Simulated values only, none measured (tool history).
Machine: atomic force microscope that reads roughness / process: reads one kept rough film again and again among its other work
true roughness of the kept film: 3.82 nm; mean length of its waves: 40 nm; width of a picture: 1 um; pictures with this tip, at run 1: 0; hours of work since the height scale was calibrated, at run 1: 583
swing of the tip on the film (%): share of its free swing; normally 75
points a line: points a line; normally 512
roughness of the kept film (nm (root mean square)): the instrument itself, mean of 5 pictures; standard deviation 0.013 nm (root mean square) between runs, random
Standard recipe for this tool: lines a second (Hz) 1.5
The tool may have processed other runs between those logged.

run   hour  lines a second (Hz)  swing of the tip on the film (%)  points a line  pictures with this tip  hours of work since the height scale was calibrated  roughness of the kept film (nm (root mean square))
  1      0                  1.5                                75            512                       0                                                  583                                               3.109
  2   17.6                  1.5                                75            512                      22                                                  595                                               3.064
  3   46.1                  1.5                                75            512                      58                                                  614                                               3.023
  4   65.1                  1.5                                75            512                      83                                                  627                                               2.962
  5   87.2                  1.5                                75            512                     111                                                  642                                               2.971
  6  115.9                  1.5                                75            512                     147                                                  661                                                2.92
  7  143.6                  1.5                                75            512                     182                                                  680                                               2.856
  8  157.3                  1.5                                75            512                     200                                                  689                                               2.855
  9  184.9                 0.81                                75            512                     235                                                  707                                               2.942
 10  212.5                 0.81                                75            512                     270                                                  726                                               2.895
 11  239.4                 0.81                                75            512                     304                                                  744                                               2.835
 12    254                 1.14                                75            512                     322                                                  754                                               2.769
 13    278                 1.29                                75            512                     353                                                  770                                               2.698
     294.9  -- new tip fitted
 14  306.9                 1.29                                75            512                      15                                                  789                                               3.091
 15  325.3                 1.29                                75            512                      38                                                  802                                               3.088
 16    339                 1.29                                75            616                      56                                                  811                                               3.063
 17    361                 1.29                                75            616                      83                                                  825                                               3.044
 18  377.2                 1.29                                75            616                     104                                                  836                                               3.018
 19  395.1                 1.75                                75            512                     127                                                  848                                                2.88
 20    408                  1.5                                75            512                     143                                                  857                                               2.919
 21  430.7                  1.5                                75            512                     172                                                  872                                                2.85
 22    443                 2.26                                75            512                     187                                                  881                                               2.702
 23  457.2                 2.26                                75            512                     205                                                  890                                               2.673
 24  478.2                 3.88                                75            258                     232                                                  904                                               2.364
 25  492.8                 0.67                                61            904                     251                                                  914                                               3.026
 26  509.7                 0.67                                61            904                     272                                                  926                                               3.008
 27  523.3                 3.54                                87            594                     289                                                  935                                               2.022
 28  550.3                 0.62                                84            473                     324                                                  953                                               2.779
 29  577.7                 2.03                                77            512                     358                                                  971                                               2.536
     590.9  -- new tip fitted
 30  595.8                 2.03                                77            512                       7                                                  983                                               2.981
 31  608.4                 2.03                                68            637                      23                                                  991                                                3.14
 32  629.5                  0.9                                77            676                      49                                                 1006                                               3.186
 33  643.1                  0.9                                77            676                      67                                                 1015                                               3.164
 34  661.7                  1.5                                63            311                      90                                                 1027                                                3.17
 35  685.9                 0.64                                63            311                     121                                                 1044                                               3.249
 36  702.7                 3.06                                67            653                     142                                                 1055                                               2.862
 37  730.4                 3.06                                67            653                     177                                                 1074                                               2.816
 38  760.2                 1.43                                67            446                     215                                                 1094                                               2.985
 39  772.4                  1.8                                57            326                     231                                                 1102                                               3.036
 40  797.1                  1.5                                70            710                     262                                                 1118                                                2.86
 41  817.8                  1.5                                70            710                     288                                                 1132                                               2.832
 42  832.2                  1.5                                70            710                     306                                                 1142                                               2.813
 43  846.9                  1.5                                70            710                     325                                                 1152                                               2.789
 44  864.6                  1.5                                70            710                     348                                                 1164                                               2.762
     886.2  -- new tip fitted
 45  890.6                 2.41                                70            432                       6                                                 1181                                               3.069
 46  905.8                 2.41                                70            432                      25                                                 1191                                               3.024

Forecast each of these 4 alternatives for the next run:
  A  933.8                 3.23                                75            512                      61                                                 1210                                                   ?
  B  933.8                 1.12                                72            512                      61                                                 1210                                                   ?
  C  933.8                 1.38                                70            719                      61                                                 1210                                                   ?
  D  933.8                 2.41                                58            698                      61                                                 1210                                                   ?

run  roughness of the kept film (nm (root mean square))
  A                                               2.697
  B                                               3.171
  C                                               3.148
  D                                               3.211
What these runs would have given with no unlogged condition in the tool:
run  roughness of the kept film (nm (root mean square))
  A                                               2.745
  B                                               3.228
  C                                               3.205
  D                                               3.268

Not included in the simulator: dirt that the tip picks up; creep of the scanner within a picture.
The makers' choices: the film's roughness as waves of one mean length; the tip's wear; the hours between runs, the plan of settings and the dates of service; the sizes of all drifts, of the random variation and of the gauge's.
